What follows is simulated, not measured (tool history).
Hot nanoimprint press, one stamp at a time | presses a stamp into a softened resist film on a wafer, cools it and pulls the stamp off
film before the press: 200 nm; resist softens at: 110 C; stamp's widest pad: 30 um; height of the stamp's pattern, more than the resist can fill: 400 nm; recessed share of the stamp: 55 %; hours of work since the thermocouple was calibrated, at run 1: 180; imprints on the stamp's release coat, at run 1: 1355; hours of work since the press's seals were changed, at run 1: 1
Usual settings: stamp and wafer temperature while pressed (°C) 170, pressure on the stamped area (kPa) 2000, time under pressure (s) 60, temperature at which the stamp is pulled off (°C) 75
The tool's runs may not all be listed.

run,day,stamp and wafer temperature while pressed (°C),pressure on the stamped area (kPa),time under pressure (s),temperature at which the stamp is pulled off (°C),hours of work since the thermocouple was calibrated,imprints on the stamp's release coat,hours of work since the press's seals were changed,resist left under the stamp's widest pad (angstrom),greatest force while the stamp is pulled off (N)
1,0,170,2000,60,75,180,1355,1,963,242
# day 1.488: stamp cleaned and given a new release coat
2,2.538,170,2000,60,70,203,44,23,960,195
3,3.825,170,2000,60,70,215,96,36,962,197
4,6.046,170,1830,60,75,237,187,58,1005,188
5,7.358,170,1830,60,75,250,241,70,1009,197
6,9.867,170,2000,60,75,275,344,95,968,202
7,12.333,170,2000,60,75,299,445,119,964,206
8,14.579,170,2000,60,75,321,537,141,977,215
# day 14.838: plate thermocouple calibrated
9,16.079,170,2000,60,74,12,593,155,978,210
10,17.538,170,2230,60,74,26,653,169,920,216
11,18.862,170,2670,60,75,39,707,182,836,215
12,20.321,162,2690,35,70,54,767,196,1378,222
13,22.925,162,2690,35,70,79,873,222,1391,231

Forecast run 14:
14,25.438,170,1920,56,75,104,976,246,?,?

{"run 14": {"resist left under the stamp's widest pad (angstrom)": 1030, "greatest force while the stamp is pulled off (N)": 222}}
Without the tool's hidden state the same run would have given resist left under the stamp's widest pad (angstrom) 999, greatest force while the stamp is pulled off (N) 183.
